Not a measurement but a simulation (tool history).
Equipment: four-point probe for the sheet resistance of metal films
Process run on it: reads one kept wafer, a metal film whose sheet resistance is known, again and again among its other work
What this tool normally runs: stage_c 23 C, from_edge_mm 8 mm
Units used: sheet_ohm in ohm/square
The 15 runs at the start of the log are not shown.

{"run": 16, "day": 7.421, "stage_c": 22, "from_edge_mm": 8, "sheet_ohm": 2.650263}
{"run": 17, "day": 7.738, "stage_c": 23, "from_edge_mm": 6, "sheet_ohm": 2.652398}
{"run": 18, "day": 8.133, "stage_c": 24, "from_edge_mm": 8, "sheet_ohm": 2.64698}
{"run": 19, "day": 8.633, "stage_c": 24, "from_edge_mm": 8, "sheet_ohm": 2.64567}
{"run": 20, "day": 9.321, "stage_c": 24, "from_edge_mm": 8, "sheet_ohm": 2.646688}
{"day": 9.546, "done": "stage's thermometer calibrated, once more"}
{"run": 21, "day": 9.675, "stage_c": 34, "from_edge_mm": 13, "sheet_ohm": 2.629859}
{"run": 22, "day": 10.146, "stage_c": 19, "from_edge_mm": 62, "sheet_ohm": 2.654366}
{"run": 23, "day": 10.575, "stage_c": 19, "from_edge_mm": 62, "sheet_ohm": 2.65449}
{"run": 24, "day": 11.246, "stage_c": 18, "from_edge_mm": 48, "sheet_ohm": 2.655791}
{"run": 25, "day": 11.629, "stage_c": 34, "from_edge_mm": 55, "sheet_ohm": 2.627373}
{"run": 26, "day": 12.179, "stage_c": 23, "from_edge_mm": 33, "sheet_ohm": 2.647627}
{"run": 27, "day": 12.633, "stage_c": 27, "from_edge_mm": 4, "sheet_ohm": 2.661849}
{"run": 28, "day": 13.133, "stage_c": 23, "from_edge_mm": 8, "sheet_ohm": 2.653102}
{"run": 29, "day": 13.729, "stage_c": 23, "from_edge_mm": 4, "sheet_ohm": 2.669674}
{"run": 30, "day": 14.304, "stage_c": 24, "from_edge_mm": 67, "sheet_ohm": 2.64509}
{"run": 31, "day": 14.833, "stage_c": 21, "from_edge_mm": 38, "sheet_ohm": 2.650925}
{"run": 32, "day": 15.388, "stage_c": 21, "from_edge_mm": 38, "sheet_ohm": 2.650982}
{"run": 33, "day": 15.771, "stage_c": 21, "from_edge_mm": 38, "sheet_ohm": 2.65167}
{"run": 34, "day": 16.142, "stage_c": 23, "from_edge_mm": 58, "sheet_ohm": 2.647066}
{"run": 35, "day": 16.533, "stage_c": 23, "from_edge_mm": 58, "sheet_ohm": 2.647355}
{"run": 36, "day": 16.929, "stage_c": 32, "from_edge_mm": 31, "sheet_ohm": 2.631105}
{"run": 37, "day": 17.275, "stage_c": 32, "from_edge_mm": 31, "sheet_ohm": 2.631726}
{"run": 38, "day": 17.967, "stage_c": 26, "from_edge_mm": 4, "sheet_ohm": 2.664236}
{"run": 39, "day": 18.304, "stage_c": 26, "from_edge_mm": 26, "sheet_ohm": 2.642475}
{"run": 40, "day": 19.033, "stage_c": 22, "from_edge_mm": 55, "sheet_ohm": 2.649667}

Each row is a separate what-if for the run after 40, all from the same tool condition, not one after another. Results?
{"run": "A", "day": 19.667, "stage_c": 19, "from_edge_mm": 11, "sheet_ohm": "?"}
{"run": "B", "day": 19.667, "stage_c": 23, "from_edge_mm": 10, "sheet_ohm": "?"}
{"run": "C", "day": 19.667, "stage_c": 23, "from_edge_mm": 32, "sheet_ohm": "?"}
{"run": "D", "day": 19.667, "stage_c": 23, "from_edge_mm": 55, "sheet_ohm": "?"}
{"run": "E", "day": 19.667, "stage_c": 22, "from_edge_mm": 3, "sheet_ohm": "?"}

run=A sheet_ohm=2.658450
run=B sheet_ohm=2.651286
run=C sheet_ohm=2.647898
run=D sheet_ohm=2.646878
run=E sheet_ohm=2.688376
The same runs, with their run-to-run variation unchanged, on a tool lacking any hidden condition would have given:
run=A sheet_ohm=2.659628
run=B sheet_ohm=2.652453
run=C sheet_ohm=2.649063
run=D sheet_ohm=2.648042
run=E sheet_ohm=2.689560

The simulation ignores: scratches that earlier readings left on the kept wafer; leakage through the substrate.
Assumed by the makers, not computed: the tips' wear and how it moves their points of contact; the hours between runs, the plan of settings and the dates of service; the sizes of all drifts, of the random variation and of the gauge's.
